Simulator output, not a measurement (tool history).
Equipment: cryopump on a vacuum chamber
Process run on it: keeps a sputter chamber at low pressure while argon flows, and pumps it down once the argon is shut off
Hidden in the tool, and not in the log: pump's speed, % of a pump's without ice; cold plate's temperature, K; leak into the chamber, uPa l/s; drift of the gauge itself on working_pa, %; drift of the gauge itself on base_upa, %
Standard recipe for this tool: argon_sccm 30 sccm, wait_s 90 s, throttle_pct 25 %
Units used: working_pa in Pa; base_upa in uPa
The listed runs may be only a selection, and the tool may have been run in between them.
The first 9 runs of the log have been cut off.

run	hour	argon_sccm	wait_s	throttle_pct	hours of work since the pump was warmed up and emptied	hours of work since the cold head was overhauled	hours of work since the chamber's fittings were tightened	working_pa	base_upa
10	434.1	30	90	24	306	2309	60	0.1171	0.74
11	480.1	30	90	24	341	2343	95	0.1183	0.78
12	547.3	30	90	24	391	2393	145	0.1191	0.82
13	599.8	30	90	24	430	2432	184	0.1194	0.92
14	658.9	30	90	19	474	2476	228	0.1509	1.04
15	711	30	90	25	513	2515	267	0.1147	1.07
16	752.4	30	90	26	543	2546	297	0.1128	1.15
17	824.8	30	90	25	597	2600	351	0.1172	1.19
18	884.9	25	90	31	642	2644	396	0.0797	1.26
19	937.1	32	110	19	681	2683	435	0.163	1.28
20	978.2	32	110	19	711	2714	466	0.1638	1.37
21	1037	51	99	49	755	2758	509	0.1121	1.48
22	1077.4	20	90	23	785	2788	539	0.086	1.52
23	1146.3	30	49	25	837	2839	591	0.1209	2.08
24	1193.9	30	49	25	872	2874	626	0.1228	2.18
25	1253.7	19	49	25	917	2919	671	0.0782	2.23
# hour 1325.7: pump warmed up, emptied and cooled again
26	1331.6	19	49	25	4	2973	725	0.0697	1.85
27	1396.4	13	49	51	53	3021	773	0.0243	1.88
28	1448.6	19	244	38	92	3060	812	0.046	1.27
29	1489.7	22	37	16	122	3091	843	0.1257	2.31
30	1539.1	23	263	15	159	3128	879	0.1408	1.4
31	1574.7	23	263	15	185	3154	906	0.1408	1.47
32	1617.1	20	32	25	217	3186	938	0.0746	2.54
33	1689.5	19	183	29	271	3240	991	0.0614	1.66
34	1726.5	30	183	25	299	3267	1019	0.1125	1.77

3 ways to go on from here, each from the tool as it stands after run 34. What would each give?
A	1773.8	12	27	29	334	3302	1054	?	?
B	1773.8	25	183	25	334	3302	1054	?	?
C	1773.8	30	59	42	334	3302	1054	?	?

run	working_pa	base_upa
A	0.0385	3.05
B	0.0949	1.79
C	0.0688	2.17
Had the tool no hidden state, the same runs would have come out as:
run	working_pa	base_upa
A	0.0368	1.65
B	0.0914	0.37
C	0.0646	0.8
